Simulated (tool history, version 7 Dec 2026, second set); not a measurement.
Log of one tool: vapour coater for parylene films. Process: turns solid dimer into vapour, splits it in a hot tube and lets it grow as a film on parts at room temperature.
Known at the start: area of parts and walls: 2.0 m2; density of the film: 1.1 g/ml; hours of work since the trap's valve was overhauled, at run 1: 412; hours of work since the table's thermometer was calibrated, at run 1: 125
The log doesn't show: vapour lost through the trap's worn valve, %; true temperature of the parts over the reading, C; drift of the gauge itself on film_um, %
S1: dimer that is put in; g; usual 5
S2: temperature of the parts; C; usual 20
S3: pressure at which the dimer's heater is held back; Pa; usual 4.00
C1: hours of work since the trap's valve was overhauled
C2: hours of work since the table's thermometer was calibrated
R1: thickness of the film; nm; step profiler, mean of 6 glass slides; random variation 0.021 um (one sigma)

run,hour,S1,S2,S3,C1,C2,R1
1,0.0,5,20,4.00,412,125,1090
2,37.5,5,20,4.00,431,143,1090
3,76.5,5,20,4.00,450,163,1120
4,107.9,5,20,4.00,466,178,1060
5,146.3,5,20,4.00,485,197,1090
6,184.2,5,20,4.00,504,216,1030
# hour 214.6: trap's valve overhauled
7,232.0,5,20,4.00,9,238,1130
8,263.6,5,20,4.00,24,253,1170
9,288.7,5,20,4.00,37,266,1190
10,333.2,5,20,5.28,59,288,1080
11,361.8,5,20,4.00,73,302,1140
12,408.3,5,20,4.00,96,325,1110
13,429.0,5,20,4.00,106,335,1140
14,450.2,5,20,4.00,117,346,1120
15,485.3,9,21,9.40,134,363,1650
16,515.8,9,21,9.40,149,378,1700
17,553.7,2,23,10.44,168,397,290
18,582.1,7,31,10.84,182,411,770
19,613.4,3,17,2.26,197,426,840

Run 20 comes next. What will it give?
20,640.7,4,17,2.26,211,440,?

R1: 1130 nm
Without the tool's hidden state the same run would have given R1 1220 nm.

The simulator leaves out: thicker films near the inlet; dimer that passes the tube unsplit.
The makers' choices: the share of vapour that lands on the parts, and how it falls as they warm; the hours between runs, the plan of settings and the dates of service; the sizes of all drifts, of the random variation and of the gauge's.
